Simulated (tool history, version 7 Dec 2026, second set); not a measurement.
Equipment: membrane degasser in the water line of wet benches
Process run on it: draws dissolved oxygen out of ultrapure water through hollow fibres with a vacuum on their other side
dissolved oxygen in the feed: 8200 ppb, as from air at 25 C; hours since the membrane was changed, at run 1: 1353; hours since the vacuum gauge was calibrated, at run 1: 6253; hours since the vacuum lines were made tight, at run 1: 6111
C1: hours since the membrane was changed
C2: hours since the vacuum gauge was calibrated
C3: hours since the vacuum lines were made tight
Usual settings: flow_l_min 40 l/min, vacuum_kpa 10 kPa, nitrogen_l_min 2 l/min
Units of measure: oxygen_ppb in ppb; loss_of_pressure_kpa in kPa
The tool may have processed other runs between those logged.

run 1 hour=0 | flow_l_min=40 vacuum_kpa=10 nitrogen_l_min=2 | C1=1353 C2=6253 C3=6111 | oxygen_ppb=296.5 loss_of_pressure_kpa=66.8
run 2 hour=41.5 | flow_l_min=40 vacuum_kpa=10 nitrogen_l_min=2 | C1=1394 C2=6294 C3=6152 | oxygen_ppb=297.2 loss_of_pressure_kpa=67.4
run 3 hour=63.1 | flow_l_min=40 vacuum_kpa=10 nitrogen_l_min=2 | C1=1416 C2=6316 C3=6174 | oxygen_ppb=296.1 loss_of_pressure_kpa=67.3
run 4 hour=96.8 | flow_l_min=40 vacuum_kpa=10 nitrogen_l_min=2 | C1=1450 C2=6350 C3=6208 | oxygen_ppb=297.5 loss_of_pressure_kpa=66.86
run 5 hour=133 | flow_l_min=40 vacuum_kpa=10 nitrogen_l_min=2 | C1=1486 C2=6386 C3=6244 | oxygen_ppb=295.2 loss_of_pressure_kpa=66.93
run 6 hour=169.3 | flow_l_min=40 vacuum_kpa=10 nitrogen_l_min=2 | C1=1522 C2=6422 C3=6280 | oxygen_ppb=294.9 loss_of_pressure_kpa=66.85
run 7 hour=207.3 | flow_l_min=53 vacuum_kpa=10 nitrogen_l_min=2 | C1=1560 C2=6460 C3=6318 | oxygen_ppb=383.5 loss_of_pressure_kpa=89.06
run 8 hour=258.8 | flow_l_min=53 vacuum_kpa=10 nitrogen_l_min=2 | C1=1612 C2=6512 C3=6370 | oxygen_ppb=382.7 loss_of_pressure_kpa=88.79
-- hour=295.7 vacuum gauge calibrated
run 9 hour=308.5 | flow_l_min=53 vacuum_kpa=10 nitrogen_l_min=2 | C1=1661 C2=13 C3=6419 | oxygen_ppb=378.5 loss_of_pressure_kpa=89.15
run 10 hour=357.1 | flow_l_min=40 vacuum_kpa=10 nitrogen_l_min=1.13 | C1=1710 C2=61 C3=6467 | oxygen_ppb=466 loss_of_pressure_kpa=67.11
run 11 hour=408.3 | flow_l_min=29 vacuum_kpa=15.2 nitrogen_l_min=2 | C1=1761 C2=113 C3=6519 | oxygen_ppb=376.4 loss_of_pressure_kpa=48.77
-- hour=446.7 gauge calibrated
run 12 hour=446.7 | flow_l_min=52 vacuum_kpa=7 nitrogen_l_min=2 | C1=1799 C2=151 C3=6557 | oxygen_ppb=222.7 loss_of_pressure_kpa=87.16
run 13 hour=487.3 | flow_l_min=52 vacuum_kpa=7 nitrogen_l_min=2 | C1=1840 C2=192 C3=6598 | oxygen_ppb=221.9 loss_of_pressure_kpa=87.45
run 14 hour=529.1 | flow_l_min=52 vacuum_kpa=7 nitrogen_l_min=2 | C1=1882 C2=233 C3=6639 | oxygen_ppb=221.8 loss_of_pressure_kpa=87.09
run 15 hour=566.9 | flow_l_min=38 vacuum_kpa=14.7 nitrogen_l_min=2 | C1=1919 C2=271 C3=6677 | oxygen_ppb=463.9 loss_of_pressure_kpa=63.9
run 16 hour=589.3 | flow_l_min=40 vacuum_kpa=6.9 nitrogen_l_min=2.04 | C1=1942 C2=294 C3=6700 | oxygen_ppb=161.9 loss_of_pressure_kpa=66.52
run 17 hour=632.9 | flow_l_min=40 vacuum_kpa=6.9 nitrogen_l_min=2.04 | C1=1985 C2=337 C3=6743 | oxygen_ppb=161.7 loss_of_pressure_kpa=66.73

Predict each of these 5 candidate next runs independently; none follows another, all start after run 17:
-- hour=641.6 seals of the vacuum lines changed
run A hour=676 | flow_l_min=40 vacuum_kpa=13.3 nitrogen_l_min=1.28 | C1=2026 C2=378 C3=34 | oxygen_ppb=? loss_of_pressure_kpa=?
-- hour=641.6 seals of the vacuum lines changed
run B hour=676 | flow_l_min=42 vacuum_kpa=11.4 nitrogen_l_min=1.76 | C1=2026 C2=378 C3=34 | oxygen_ppb=? loss_of_pressure_kpa=?
-- hour=641.6 seals of the vacuum lines changed
run C hour=676 | flow_l_min=53 vacuum_kpa=10.5 nitrogen_l_min=3.81 | C1=2026 C2=378 C3=34 | oxygen_ppb=? loss_of_pressure_kpa=?
-- hour=641.6 seals of the vacuum lines changed
run D hour=676 | flow_l_min=48 vacuum_kpa=16.2 nitrogen_l_min=2 | C1=2026 C2=378 C3=34 | oxygen_ppb=? loss_of_pressure_kpa=?
-- hour=641.6 seals of the vacuum lines changed
run E hour=676 | flow_l_min=27 vacuum_kpa=10 nitrogen_l_min=2 | C1=2026 C2=378 C3=34 | oxygen_ppb=? loss_of_pressure_kpa=?

run=A oxygen_ppb=615.7 loss_of_pressure_kpa=66.88
run=B oxygen_ppb=410.8 loss_of_pressure_kpa=70.21
run=C oxygen_ppb=239.7 loss_of_pressure_kpa=88.04
run=D oxygen_ppb=633.7 loss_of_pressure_kpa=80.98
run=E oxygen_ppb=204.5 loss_of_pressure_kpa=45.05
The same runs, with their run-to-run variation unchanged, on a tool lacking any hidden condition would have given:
run=A oxygen_ppb=624.4 loss_of_pressure_kpa=66.85
run=B oxygen_ppb=416.6 loss_of_pressure_kpa=70.18
run=C oxygen_ppb=243.1 loss_of_pressure_kpa=88
run=D oxygen_ppb=642.8 loss_of_pressure_kpa=80.95
run=E oxygen_ppb=207.5 loss_of_pressure_kpa=45.04

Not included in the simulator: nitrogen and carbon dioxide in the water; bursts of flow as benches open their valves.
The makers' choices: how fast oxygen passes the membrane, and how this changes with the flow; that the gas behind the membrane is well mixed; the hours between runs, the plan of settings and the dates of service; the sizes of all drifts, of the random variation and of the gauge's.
